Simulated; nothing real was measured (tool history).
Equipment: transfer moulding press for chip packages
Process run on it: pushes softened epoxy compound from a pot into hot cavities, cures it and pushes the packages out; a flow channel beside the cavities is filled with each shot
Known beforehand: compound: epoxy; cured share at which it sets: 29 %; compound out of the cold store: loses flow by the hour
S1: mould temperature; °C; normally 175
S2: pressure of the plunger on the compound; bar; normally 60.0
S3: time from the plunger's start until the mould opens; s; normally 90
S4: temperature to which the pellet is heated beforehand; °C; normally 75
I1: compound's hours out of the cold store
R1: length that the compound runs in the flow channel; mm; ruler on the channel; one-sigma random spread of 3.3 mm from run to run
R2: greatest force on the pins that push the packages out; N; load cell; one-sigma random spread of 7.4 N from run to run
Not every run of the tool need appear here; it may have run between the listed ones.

Run 1, day 0.000: usual settings; I1 16.2. Result: R1 977 mm, R2 306 N.
Run 2, day 0.458: usual settings; I1 27.2. Result: R1 941 mm, R2 301 N.
Run 3, day 1.338: usual settings but S3 79 s; I1 14.4. Result: R1 978 mm, R2 413 N.
Run 4, day 2.000: usual settings but S3 79 s; I1 38.4. Result: R1 915 mm, R2 379 N.
Run 5, day 2.442: usual settings but S3 79 s; I1 33.5. Result: R1 931 mm, R2 403 N.
Run 6, day 3.075: usual settings; I1 15.4. Result: R1 974 mm, R2 318 N.
Run 7, day 4.079: usual settings; I1 22.2. Result: R1 956 mm, R2 308 N.
Run 8, day 4.704: usual settings; I1 28.3. Result: R1 947 mm, R2 314 N.
Run 9, day 5.112: usual settings but S2 49.5 bar; I1 40.8. Result: R1 821 mm, R2 324 N.
At day 5.546: cavities cleaned with cleaning compound and waxed.
Run 10, day 5.746: usual settings but S2 49.5 bar; I1 16.6. Result: R1 878 mm, R2 313 N.
Run 11, day 6.175: usual settings; I1 12.1. Result: R1 986 mm, R2 310 N.
Run 12, day 7.067: usual settings; I1 13.1. Result: R1 990 mm, R2 310 N.
Run 13, day 7.908: usual settings; I1 46.6. Result: R1 893 mm, R2 300 N.
Run 14, day 8.567: usual settings; I1 26.4. Result: R1 944 mm, R2 304 N.
Run 15, day 9.396: usual settings; I1 32.4. Result: R1 926 mm, R2 305 N.
Run 16, day 10.383: usual settings; I1 35.5. Result: R1 921 mm, R2 323 N.
Run 17, day 10.879: usual settings but S1 170 °C, S3 73 s; I1 29.7. Result: R1 947 mm, R2 663 N.
At day 11.100: cavities cleaned with cleaning compound and waxed.
Run 18, day 11.429: usual settings but S1 169 °C; I1 40.8. Result: R1 915 mm, R2 416 N.
Run 19, day 12.396: usual settings but S1 169 °C, S2 67.2 bar, S3 101 s, S4 80 °C; I1 33.6. Result: R1 996 mm, R2 346 N.
Run 20, day 12.979: usual settings but S1 169 °C, S2 67.2 bar, S3 101 s, S4 80 °C; I1 28.5. Result: R1 1010 mm, R2 354 N.
Run 21, day 13.717: usual settings but S1 180 °C; I1 24.8. Result: R1 934 mm, R2 260 N.
Run 22, day 14.221: usual settings but S1 174 °C, S2 73.9 bar, S4 76 °C; I1 26.8. Result: R1 1050 mm, R2 331 N.
Run 23, day 14.654: usual settings but S1 174 °C, S2 73.9 bar, S4 76 °C; I1 11.6. Result: R1 1100 mm, R2 337 N.
Run 24, day 15.421: usual settings but S1 174 °C, S2 73.9 bar, S4 76 °C; I1 35.1. Result: R1 1022 mm, R2 321 N.
Run 25, day 15.933: usual settings but S1 169 °C, S2 73.9 bar, S4 79 °C; I1 10.2. Result: R1 1119 mm, R2 487 N.
Run 26, day 16.500: usual settings but S1 169 °C, S2 73.9 bar, S4 67 °C; I1 33.4. Result: R1 1040 mm, R2 461 N.
At day 16.654: cavities cleaned with cleaning compound and waxed.
At day 16.829: plunger's sealing rings changed.
Run 27, day 17.558: usual settings but S1 168 °C, S2 61.5 bar, S4 67 °C; I1 8.6. Result: R1 1020 mm, R2 533 N.
Run 28, day 18.117: usual settings but S2 47.0 bar; I1 16.6. Result: R1 858 mm, R2 315 N.
Run 29, day 18.904: usual settings but S1 169 °C, S2 69.4 bar, S3 74 s, S4 69 °C; I1 42.0. Result: R1 990 mm, R2 682 N.

Hidden state or all else? Some run-to-run changes of R2, split into what the settings, what came in and random variation would give without the hidden state, and what is left for the hidden state (with any gauge scatter that isn't in both results):
The hidden state here: true mould temperature over the reading, C; pressure that reaches the compound, % of what is set; grip of the stained cavities, % over clean ones'; drift of the gauge itself on flow_mm, %; drift of the gauge itself on push_out_n, %.
Run 16 -> 17: S1 175 -> 170, S3 90 -> 73. R2 +340 N: hidden state +6, all else +334.
Run 17 -> 18: S1 170 -> 169, S3 73 -> 90, cavities cleaned with cleaning compound and waxed. R2 -247 N: hidden state -10, all else -237.
Run 28 -> 29: S1 175 -> 169, S2 47.0 -> 69.4, S3 90 -> 74, S4 75 -> 69. R2 +367 N: hidden state +5, all else +362.
